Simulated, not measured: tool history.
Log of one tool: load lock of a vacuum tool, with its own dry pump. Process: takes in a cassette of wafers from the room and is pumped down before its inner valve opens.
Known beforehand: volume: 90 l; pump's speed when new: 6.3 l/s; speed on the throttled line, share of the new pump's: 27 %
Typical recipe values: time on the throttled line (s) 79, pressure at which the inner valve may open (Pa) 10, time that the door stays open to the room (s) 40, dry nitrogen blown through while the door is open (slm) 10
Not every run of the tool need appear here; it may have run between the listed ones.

run	day	time on the throttled line (s)	pressure at which the inner valve may open (Pa)	time that the door stays open to the room (s)	dry nitrogen blown through while the door is open (slm)	incoming humidity of the room's air, %	time from the closed door until the inner valve may open (s)	rise of the pressure with all valves shut (Pa/min)
1	0.000	79	10	40	10	44.0	197.4	0.201
2	7.954	79	10	40	10	45.1	199.0	0.210
3	17.788	43	10	40	10	45.5	173.0	0.225
4	26.983	79	10	175	10	47.0	197.7	0.248
5	39.300	79	10	40	26	43.5	198.7	0.246
6	55.242	79	10	40	26	47.9	197.2	0.278
7	67.575	79	10	40	10	39.9	198.1	0.303
# day 77.046: door's seal changed, seat wiped
8	77.496	79	10	40	10	47.7	201.6	0.019
9	84.658	79	10	40	10	46.3	198.7	0.025
10	100.233	79	10	40	10	46.0	201.7	0.036
11	107.238	79	10	40	10	46.8	199.5	0.029
12	121.625	79	10	40	42	45.6	200.2	0.032
13	132.925	79	10	40	42	41.5	200.6	0.038
14	143.258	79	10	40	42	43.0	200.1	0.050
15	155.721	71	10	40	10	44.7	194.6	0.063
16	163.150	71	10	40	10	43.0	196.3	0.066
17	177.121	71	10	40	10	48.6	198.4	0.076
18	183.942	71	10	40	10	44.8	196.8	0.084
19	195.362	41	10	40	13	41.9	178.1	0.083
20	204.142	41	10	40	13	48.5	176.0	0.092
21	214.704	79	10	138	7	42.0	201.6	0.123
22	230.092	41	13	138	7	46.6	173.3	0.149
23	243.708	103	10	40	11	47.8	218.4	0.150
24	258.096	103	10	40	11	47.5	218.7	0.172
25	269.392	72	10	40	10	46.0	197.2	0.190
26	283.938	72	10	40	10	41.1	200.2	0.209
27	291.112	72	10	40	10	44.6	200.4	0.215
28	306.467	105	11	40	6	43.5	221.1	0.234
29	315.679	79	11	48	21	46.9	203.9	0.251
30	328.733	79	11	48	21	41.2	206.1	0.275
31	336.412	55	14	46	21	44.1	183.6	0.294
32	346.400	43	13	40	27	45.5	176.2	0.309
33	353.954	43	13	40	27	44.1	179.0	0.320
34	363.729	112	16	50	10	44.5	222.5	0.346
35	377.292	149	10	40	10	45.5	255.8	0.361
# day 378.692: door's seal changed, seat wiped
36	388.788	134	10	150	10	45.3	245.2	0.038

Consider 4 possible next runs. They are alternatives, not a sequence: every one starts from the tool as it was left by run 36. What does each give?
A	401.488	81	17	27	10	48.6	?	?
B	401.488	46	8	145	10	45.7	?	?
C	401.488	81	16	40	42	49.2	?	?
D	401.488	134	13	153	42	46.8	?	?

run	time from the closed door until the inner valve may open (s)	rise of the pressure with all valves shut (Pa/min)
A	200.9	0.020
B	189.3	0.038
C	201.0	0.027
D	239.8	0.029
With the hidden condition removed and each run's random variation left untouched, the same runs would have given:
run	time from the closed door until the inner valve may open (s)	rise of the pressure with all valves shut (Pa/min)
A	184.0	0.010
B	169.2	0.029
C	183.8	0.017
D	224.9	0.019
